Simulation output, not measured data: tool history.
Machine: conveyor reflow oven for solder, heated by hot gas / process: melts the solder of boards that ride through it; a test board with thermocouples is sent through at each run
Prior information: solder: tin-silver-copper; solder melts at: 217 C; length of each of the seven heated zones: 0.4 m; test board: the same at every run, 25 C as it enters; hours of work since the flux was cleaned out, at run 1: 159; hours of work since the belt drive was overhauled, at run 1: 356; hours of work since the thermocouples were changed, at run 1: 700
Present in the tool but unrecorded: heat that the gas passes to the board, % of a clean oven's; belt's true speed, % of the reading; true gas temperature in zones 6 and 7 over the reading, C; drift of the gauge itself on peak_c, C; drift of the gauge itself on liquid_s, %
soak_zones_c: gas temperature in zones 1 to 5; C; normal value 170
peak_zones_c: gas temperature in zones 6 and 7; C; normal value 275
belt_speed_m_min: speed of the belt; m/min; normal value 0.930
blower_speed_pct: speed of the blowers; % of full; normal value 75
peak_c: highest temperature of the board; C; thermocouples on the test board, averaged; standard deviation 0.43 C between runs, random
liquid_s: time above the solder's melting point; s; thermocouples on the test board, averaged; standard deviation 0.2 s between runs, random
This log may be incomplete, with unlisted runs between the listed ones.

run,hour,soak_zones_c,peak_zones_c,belt_speed_m_min,blower_speed_pct,hours of work since the flux was cleaned out,hours of work since the belt drive was overhauled,hours of work since the thermocouples were changed,peak_c,liquid_s
1,0.0,170,275,0.930,75,159,356,700,258.6,41.1
2,72.3,170,275,0.930,75,204,401,745,258.6,41.0
3,134.6,170,275,0.930,75,242,440,783,258.9,41.1
4,190.4,170,275,0.930,56,277,474,818,252.1,37.6
5,266.3,170,275,0.930,56,324,521,865,252.3,37.1
6,304.9,170,275,0.930,68,348,545,889,255.2,39.7
7,343.6,170,275,0.930,75,372,569,913,257.5,41.0
# hour 408.2: flux residue cleaned out of gas plates and filters
8,412.4,170,275,0.930,76,3,609,953,259.6,41.7
9,467.4,155,265,0.930,51,37,643,987,238.9,25.9
10,524.7,159,290,0.821,77,72,678,1022,275.9,51.3
11,558.7,165,268,0.793,58,93,699,1043,251.2,44.0
# hour 606.3: belt drive overhauled, speed set with a stopwatch
12,632.4,169,286,1.103,74,136,16,1086,261.6,34.5
13,672.4,166,275,0.930,89,161,41,1111,260.2,41.1
# hour 682.0: thermocouples of zones 6 and 7 changed
14,741.4,164,275,0.930,75,203,82,37,257.9,39.2

Predict each of these 5 candidate next runs independently; none follows another, all start after run 14:
A,795.0,170,285,1.037,75,236,116,70,?,?
B,795.0,170,278,0.930,75,236,116,70,?,?
C,795.0,161,275,0.903,71,236,116,70,?,?
D,795.0,164,275,0.798,75,236,116,70,?,?
E,795.0,169,280,0.911,75,236,116,70,?,?

run,peak_c,liquid_s
A,263.7,37.7
B,261.3,41.6
C,257.1,39.4
D,263.0,48.9
E,262.6,43.5
Stripped of hidden state, with their random variation kept, the same runs would have yielded:
run,peak_c,liquid_s
A,265.7,38.4
B,263.1,42.3
C,258.9,40.3
D,264.7,49.6
E,264.4,44.2

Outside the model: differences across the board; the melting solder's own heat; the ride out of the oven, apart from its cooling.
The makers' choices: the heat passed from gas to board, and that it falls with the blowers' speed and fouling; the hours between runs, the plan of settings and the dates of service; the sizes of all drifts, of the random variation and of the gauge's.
